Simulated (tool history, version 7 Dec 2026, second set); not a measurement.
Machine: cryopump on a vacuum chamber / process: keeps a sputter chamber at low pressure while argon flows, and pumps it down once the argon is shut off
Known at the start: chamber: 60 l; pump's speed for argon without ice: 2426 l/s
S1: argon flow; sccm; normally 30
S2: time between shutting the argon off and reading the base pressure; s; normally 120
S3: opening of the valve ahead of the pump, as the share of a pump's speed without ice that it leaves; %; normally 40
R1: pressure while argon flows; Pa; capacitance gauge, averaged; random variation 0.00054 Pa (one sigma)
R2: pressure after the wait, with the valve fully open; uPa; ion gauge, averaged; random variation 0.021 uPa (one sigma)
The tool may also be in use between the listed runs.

run	hour	S1	S2	S3	R1	R2
1	0	30	120	40	0.057	1.32
2	12.9	30	120	40	0.0566	1.35
3	20.7	30	120	40	0.0574	1.37
4	29.5	30	120	40	0.056	1.38
5	36.4	30	120	40	0.0569	1.35
6	48.3	30	120	40	0.0568	1.35
7	63.2	22	120	40	0.0423	1.39
8	70.5	22	120	40	0.0416	1.41
9	81.4	22	120	40	0.0427	1.45
10	94.5	22	120	40	0.0422	1.43
11	108.1	30	35	40	0.0582	2.2
12	119.5	30	20	40	0.0584	3.04
13	129.7	30	20	40	0.0574	2.98
14	136.4	42	120	40	0.0815	1.5
15	151	42	120	40	0.0807	1.45
16	160.2	33	26	40	0.0639	2.67
17	172.1	50	120	44	0.0891	1.48
18	186.9	50	120	44	0.0891	1.52
19	194.9	12	120	36	0.0251	1.5
20	203.2	13	164	18	0.053	1.45
21	214.5	47	120	37	0.0972	1.57
22	221.2	47	120	37	0.0996	1.56
23	236.6	47	55	22	0.1589	1.91
24	247.2	45	120	40	0.0883	1.6
25	259.8	18	92	40	0.0352	1.64
26	273	18	92	40	0.0357	1.66

Below, each run's measurement less what the same run would have read without the hidden state. Both values contain the same run-to-run variation, but the gauge's scatter may not be the same in both:
Hidden conditions of the tool in this case: pump's speed, % of a pump's without ice; cold plate's temperature, K; leak into the chamber, uPa l/s; drift of the gauge itself on working_pa, %; drift of the gauge itself on base_upa, %.
run	R1	R2
1	+0.0043	+0.89
2	+0.0045	+0.92
3	+0.0046	+0.91
4	+0.0046	+0.94
5	+0.0046	+0.92
6	+0.0047	+0.94
7	+0.0036	+0.96
8	+0.0036	+0.97
9	+0.0037	+0.99
10	+0.0038	+0.98
11	+0.0053	+0.99
12	+0.0055	+1
13	+0.0056	+1
14	+0.0078	+1.03
15	+0.008	+1.03
16	+0.0065	+1.06
17	+0.0099	+1.06
18	+0.0102	+1.07
19	+0.0024	+1.08
20	+0.0027	+1.09
21	+0.01	+1.09
22	+0.0102	+1.11
23	+0.0104	+1.11
24	+0.0102	+1.14
25	+0.0041	+1.13
26	+0.0042	+1.14
